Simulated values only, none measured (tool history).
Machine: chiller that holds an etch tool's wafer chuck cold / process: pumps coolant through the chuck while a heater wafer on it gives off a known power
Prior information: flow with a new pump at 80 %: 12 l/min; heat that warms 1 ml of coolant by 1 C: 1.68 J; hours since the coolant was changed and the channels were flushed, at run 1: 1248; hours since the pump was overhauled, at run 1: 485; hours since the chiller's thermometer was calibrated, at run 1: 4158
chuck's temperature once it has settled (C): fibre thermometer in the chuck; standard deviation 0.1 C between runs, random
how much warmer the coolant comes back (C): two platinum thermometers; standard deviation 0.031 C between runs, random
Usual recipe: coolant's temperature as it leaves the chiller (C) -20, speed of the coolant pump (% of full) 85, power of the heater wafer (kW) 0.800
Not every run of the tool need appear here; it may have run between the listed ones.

run,day,coolant's temperature as it leaves the chiller (C),speed of the coolant pump (% of full),power of the heater wafer (kW),hours since the coolant was changed and the channels were flushed,hours since the pump was overhauled,hours since the chiller's thermometer was calibrated,chuck's temperature once it has settled (C),how much warmer the coolant comes back (C)
1,0.000,-20,85,0.800,1248,485,4158,-15.2,2.26
# day 0.238: chiller's thermometer calibrated
2,1.108,-20,85,0.800,1274,511,21,-14.7,2.27
3,2.246,-20,85,0.800,1301,538,48,-14.6,2.25
4,3.504,-27,85,0.800,1331,568,78,-21.7,2.23
5,4.275,-27,85,0.800,1350,586,97,-21.8,2.26
6,5.371,-27,85,0.800,1376,613,123,-21.7,2.24
7,6.662,-27,85,0.564,1407,644,154,-23.2,1.59
8,7.412,-27,85,0.564,1425,662,172,-23.3,1.56
9,8.104,-27,85,0.564,1442,678,189,-23.3,1.65
10,9.012,-27,85,0.564,1463,700,211,-23.1,1.59
# day 9.275: coolant pump overhauled
11,10.379,-21,94,0.664,1491,26,238,-16.8,1.70
12,11.408,-21,94,0.664,1516,51,263,-16.8,1.70
13,12.121,-20,75,0.981,1533,68,280,-13.0,3.16
14,13.050,-24,69,1.030,1555,91,303,-16.0,3.58
15,13.838,-24,66,0.885,1574,109,321,-16.8,3.26
16,14.571,-29,85,0.800,1592,127,339,-23.8,2.32
17,15.238,-26,64,1.140,1608,143,355,-16.7,4.37
# day 16.038: coolant pump overhauled, once more
18,16.212,-21,62,0.452,1626,4,373,-17.4,1.77

4 ways to go on from here, each from the tool as it stands after run 18. What would each give?
A,17.404,-20,61,0.800,1655,33,402,?,?
B,17.404,-27,60,1.099,1655,33,402,?,?
C,17.404,-20,73,0.565,1655,33,402,?,?
D,17.404,-24,62,0.452,1655,33,402,?,?

run,chuck's temperature once it has settled (C),how much warmer the coolant comes back (C)
A,-13.3,3.17
B,-17.6,4.44
C,-15.8,1.84
D,-20.3,1.74
Stripped of hidden state, with their random variation kept, the same runs would have yielded:
run,chuck's temperature once it has settled (C),how much warmer the coolant comes back (C)
A,-13.5,3.16
B,-17.9,4.42
C,-16.0,1.84
D,-20.4,1.73

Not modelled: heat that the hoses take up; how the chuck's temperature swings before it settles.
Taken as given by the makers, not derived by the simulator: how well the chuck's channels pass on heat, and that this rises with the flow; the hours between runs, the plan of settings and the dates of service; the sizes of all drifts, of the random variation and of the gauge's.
